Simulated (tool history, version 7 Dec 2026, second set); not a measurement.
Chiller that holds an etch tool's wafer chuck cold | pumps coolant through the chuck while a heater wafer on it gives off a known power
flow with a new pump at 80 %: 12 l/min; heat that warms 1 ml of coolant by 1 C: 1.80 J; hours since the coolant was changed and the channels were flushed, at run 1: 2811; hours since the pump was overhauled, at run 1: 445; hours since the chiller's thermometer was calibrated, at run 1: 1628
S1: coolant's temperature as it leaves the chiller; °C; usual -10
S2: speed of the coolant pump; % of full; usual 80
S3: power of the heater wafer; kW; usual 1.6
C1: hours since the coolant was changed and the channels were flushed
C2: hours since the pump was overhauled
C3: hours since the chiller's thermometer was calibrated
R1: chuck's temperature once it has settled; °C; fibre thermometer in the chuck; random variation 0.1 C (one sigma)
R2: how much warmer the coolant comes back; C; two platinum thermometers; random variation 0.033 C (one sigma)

run 1 day=0 | S1=-10 S2=80 S3=1.6 | C1=2811 C2=445 C3=1628 | R1=10.3 R2=4.43
run 2 day=5.321 | S1=-10 S2=61 S3=1.6 | C1=2939 C2=572 C3=1756 | R1=13.7 R2=5.81
run 3 day=9.321 | S1=-10 S2=61 S3=1.242 | C1=3035 C2=668 C3=1852 | R1=8.2 R2=4.49
run 4 day=14.171 | S1=-17 S2=80 S3=1.6 | C1=3151 C2=785 C3=1968 | R1=3.6 R2=4.5
run 5 day=17.996 | S1=-17 S2=80 S3=1.6 | C1=3243 C2=877 C3=2060 | R1=3.6 R2=4.44
run 6 day=22.279 | S1=-10 S2=84 S3=1.6 | C1=3346 C2=979 C3=2163 | R1=10.2 R2=4.24
run 7 day=26.175 | S1=-10 S2=84 S3=1.6 | C1=3439 C2=1073 C3=2256 | R1=9.9 R2=4.29
run 8 day=32.5 | S1=-10 S2=86 S3=1.6 | C1=3591 C2=1225 C3=2408 | R1=9.9 R2=4.2
run 9 day=40.604 | S1=-10 S2=84 S3=1.6 | C1=3786 C2=1419 C3=2602 | R1=10.3 R2=4.3
run 10 day=48.85 | S1=-2 S2=84 S3=1.6 | C1=3984 C2=1617 C3=2800 | R1=18.4 R2=4.36
-- day=51.183 chiller's thermometer calibrated
run 11 day=53.038 | S1=-2 S2=84 S3=1.6 | C1=4083 C2=1717 C3=44 | R1=18.2 R2=4.34
run 12 day=61.138 | S1=-2 S2=84 S3=1.6 | C1=4278 C2=1911 C3=239 | R1=18.2 R2=4.35
run 13 day=69.667 | S1=-2 S2=84 S3=1.6 | C1=4482 C2=2116 C3=444 | R1=18.6 R2=4.35
run 14 day=76.617 | S1=-15 S2=63 S3=1.6 | C1=4649 C2=2282 C3=610 | R1=9.1 R2=5.86
run 15 day=82.242 | S1=-15 S2=63 S3=1.6 | C1=4784 C2=2418 C3=745 | R1=9.3 R2=5.81
-- day=87.2 chiller's thermometer calibrated, once more
run 16 day=87.321 | S1=-9 S2=62 S3=1.6 | C1=4905 C2=2538 C3=3 | R1=15.8 R2=5.95
run 17 day=96.488 | S1=-11 S2=95 S3=2.146 | C1=5125 C2=2758 C3=223 | R1=15.6 R2=5.27
run 18 day=100.946 | S1=-11 S2=79 S3=1.831 | C1=5232 C2=2865 C3=330 | R1=14.2 R2=5.36
run 19 day=109.9 | S1=-10 S2=62 S3=1.831 | C1=5447 C2=3080 C3=545 | R1=18.7 R2=6.8
run 20 day=114.521 | S1=-10 S2=62 S3=1.831 | C1=5558 C2=3191 C3=656 | R1=18.9 R2=6.84
run 21 day=120.029 | S1=-13 S2=65 S3=1.831 | C1=5690 C2=3323 C3=788 | R1=15.3 R2=6.54
run 22 day=128.496 | S1=-13 S2=65 S3=1.831 | C1=5893 C2=3527 C3=991 | R1=15.4 R2=6.55
run 23 day=132.583 | S1=-10 S2=68 S3=1.6 | C1=5991 C2=3625 C3=1089 | R1=14.1 R2=5.49

5 ways to go on from here, each from the tool as it stands after run 23. What would each give?
run A day=137.725 | S1=-12 S2=83 S3=1.6 | C1=6115 C2=3748 C3=1213 | R1=? R2=?
run B day=137.725 | S1=-10 S2=100 S3=1.6 | C1=6115 C2=3748 C3=1213 | R1=? R2=?
run C day=137.725 | S1=-10 S2=80 S3=1.704 | C1=6115 C2=3748 C3=1213 | R1=? R2=?
run D day=137.725 | S1=-19 S2=80 S3=1.6 | C1=6115 C2=3748 C3=1213 | R1=? R2=?
run E day=137.725 | S1=-10 S2=83 S3=0.862 | C1=6115 C2=3748 C3=1213 | R1=? R2=?

run=A R1=10 R2=4.49
run=B R1=9.8 R2=3.72
run=C R1=13.7 R2=5.05
run=D R1=3.2 R2=4.73
run=E R1=1.8 R2=2.47
Without the tool's hidden state the same runs would have given:
run=A R1=7.3 R2=4.25
run=B R1=7.4 R2=3.52
run=C R1=10.8 R2=4.78
run=D R1=0.4 R2=4.48
run=E R1=0.4 R2=2.34
